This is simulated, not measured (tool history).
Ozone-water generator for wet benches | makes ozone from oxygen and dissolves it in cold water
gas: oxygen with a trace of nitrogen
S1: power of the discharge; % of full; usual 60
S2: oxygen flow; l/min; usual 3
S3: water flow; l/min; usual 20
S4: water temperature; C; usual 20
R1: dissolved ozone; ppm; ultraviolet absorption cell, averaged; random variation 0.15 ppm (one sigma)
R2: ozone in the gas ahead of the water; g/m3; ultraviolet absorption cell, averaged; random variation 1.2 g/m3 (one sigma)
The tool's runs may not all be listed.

run,hour,S1,S2,S3,S4,R1,R2
1,0,60,3,20,20,17.8,210.7
2,75.3,60,2.51,20,20,17.7,233
3,105.7,92,2.51,20,20,24.7,330.5
4,159.8,60,3,20,20,18,209.5
5,218.6,60,3,20,20,17.8,208.3
6,260.5,60,3,20,20,18.1,208
7,315.1,60,3,20,20,17.6,208.3
8,355.2,60,3,20,20,17.9,210.4
9,400.3,60,3,20,20,17.5,208.3
10,437.1,60,3,20,20,18,206.7
11,503,60,1.69,20,20,16.1,287.1
12,533.4,60,1.69,20,20,16.4,291
13,592.7,60,2.41,20,20,17.1,236.8
14,624.9,60,2.41,20,20,16.8,236.8
15,657.2,60,3,20,20,17.6,207.2
16,703.3,60,3,20,20,17.5,204.9
17,765.9,60,3,24,20,14.7,206.2
18,838.7,84,3.18,20,27,21.2,262.9
19,887.2,60,3,20,13,18.4,206.8
20,960.2,93,4.92,15,14,33.3,217.6

The next listed run, before its measurement:
21,1025.7,45,3.09,16,24,?,?

R1: 15.9 ppm
R2: 159.7 g/m3
Without the tool's hidden state the same run would have given R1 16.9 ppm, R2 167.6 g/m3.
